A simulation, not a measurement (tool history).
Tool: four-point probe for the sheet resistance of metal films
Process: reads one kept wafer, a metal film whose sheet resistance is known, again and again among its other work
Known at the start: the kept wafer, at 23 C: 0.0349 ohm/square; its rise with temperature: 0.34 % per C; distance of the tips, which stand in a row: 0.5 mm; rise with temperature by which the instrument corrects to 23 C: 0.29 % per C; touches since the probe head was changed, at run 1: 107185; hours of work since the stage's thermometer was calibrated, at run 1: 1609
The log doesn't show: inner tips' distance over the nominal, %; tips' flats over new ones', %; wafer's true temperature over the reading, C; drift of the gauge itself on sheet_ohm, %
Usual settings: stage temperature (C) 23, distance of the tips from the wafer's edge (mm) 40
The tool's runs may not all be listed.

| run | hour | stage temperature (C) | distance of the tips from the wafer's edge (mm) | touches since the probe head was changed | hours of work since the stage's thermometer was calibrated | sheet resistance as the instrument gives it (ohm/square) |
|---|---|---|---|---|---|---|
| 1 | 0.0 | 23 | 40 | 107185 | 1609 | 0.034907 |
| 2 | 67.5 | 23 | 40 | 109751 | 1644 | 0.034910 |
| 3 | 142.2 | 22 | 40 | 112587 | 1683 | 0.034890 |
| 4 | 241.7 | 22 | 40 | 116366 | 1735 | 0.034880 |
| 5 | 353.8 | 22 | 40 | 120627 | 1793 | 0.034887 |
| 6 | 401.4 | 20 | 40 | 122436 | 1818 | 0.034857 |
| 7 | 455.6 | 34 | 40 | 124494 | 1846 | 0.035098 |
| 8 | 538.3 | 29 | 11 | 127639 | 1889 | 0.035050 |
| 9 | 593.6 | 21 | 10 | 129740 | 1918 | 0.034908 |
| 10 | 693.2 | 25 | 65 | 133523 | 1970 | 0.034940 |

Forecast each of these 3 alternatives for the next run:
| A | 784.8 | 34 | 24 | 137005 | 2017 | ? |
| B | 784.8 | 23 | 48 | 137005 | 2017 | ? |
| C | 784.8 | 32 | 5 | 137005 | 2017 | ? |

| run | sheet resistance as the instrument gives it (ohm/square) |
|---|---|
| A | 0.035103 |
| B | 0.034906 |
| C | 0.035248 |
Without the tool's hidden state the same runs would have given:
| run | sheet resistance as the instrument gives it (ohm/square) |
|---|---|
| A | 0.035101 |
| B | 0.034904 |
| C | 0.035246 |

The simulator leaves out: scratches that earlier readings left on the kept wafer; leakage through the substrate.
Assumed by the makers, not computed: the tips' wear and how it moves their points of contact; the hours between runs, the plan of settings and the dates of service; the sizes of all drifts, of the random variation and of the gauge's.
